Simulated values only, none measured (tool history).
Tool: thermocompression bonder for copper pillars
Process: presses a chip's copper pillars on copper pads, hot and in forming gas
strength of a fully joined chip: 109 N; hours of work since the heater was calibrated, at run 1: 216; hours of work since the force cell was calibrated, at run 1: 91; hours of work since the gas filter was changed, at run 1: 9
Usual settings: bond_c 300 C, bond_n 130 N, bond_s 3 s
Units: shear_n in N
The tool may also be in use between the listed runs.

run   hour  bond_c  bond_n  bond_s  hours of work since the heater was calibrated  hours of work since the force cell was calibrated  hours of work since the gas filter was changed  shear_n
  1      0     300     130       3                                            216                                                 91                                               9     47.4
  2   33.1     300     130       3                                            238                                                112                                              31     47.6
  3   58.5     293     130       3                                            254                                                129                                              47       45
  4   79.8     294     130       3                                            268                                                143                                              61     45.2
  5   97.9     294     188       3                                            280                                                155                                              73       56
  6  115.9     300     105       3                                            292                                                166                                              85     41.3
  7  135.6     271     130       3                                            304                                                179                                              97     36.5
  8    157     271     130       3                                            318                                                193                                             111     36.5
  9  183.9     300     130       3                                            336                                                211                                             129       47
 10  205.2     316     130       3                                            350                                                224                                             143       53
 11  225.8     300     130       3                                            363                                                238                                             156     46.8
 12    244     285     127       6                                            375                                                250                                             168     52.1
 13  260.4     285     127       6                                            386                                                260                                             179     52.6
 14  281.7     300     130       3                                            400                                                274                                             193     46.8
 15  302.6     316     180       3                                            413                                                288                                             206       63
 16  336.6     317     130       3                                            435                                                310                                             228     52.9
 17  369.3     300     194       4                                            457                                                331                                             250     64.1
     386.3  -- forming gas filter changed
 18  387.7     300     154       3                                            468                                                343                                               1     53.7

Some steps in shear_n between neighbouring runs. How much of each would the tool show without its hidden state too (settings, what came in, random variation), and how much is left for the hidden state, with any gauge scatter that isn't in both results?
The hidden state here: true temperature of the bond over the reading, C; force that reaches the chip, % of what is set; oxide that the forming gas leaves, % of the face; drift of the gauge itself on shear_n, %.
Run 14 -> 15: bond_c 300 -> 316, bond_n 130 -> 180. shear_n +16.2 N: hidden state -0.6, all else +16.8.
Run 17 -> 18: bond_n 194 -> 154, bond_s 4 -> 3, forming gas filter changed. shear_n -10.4 N: hidden state +2.6, all else -13.

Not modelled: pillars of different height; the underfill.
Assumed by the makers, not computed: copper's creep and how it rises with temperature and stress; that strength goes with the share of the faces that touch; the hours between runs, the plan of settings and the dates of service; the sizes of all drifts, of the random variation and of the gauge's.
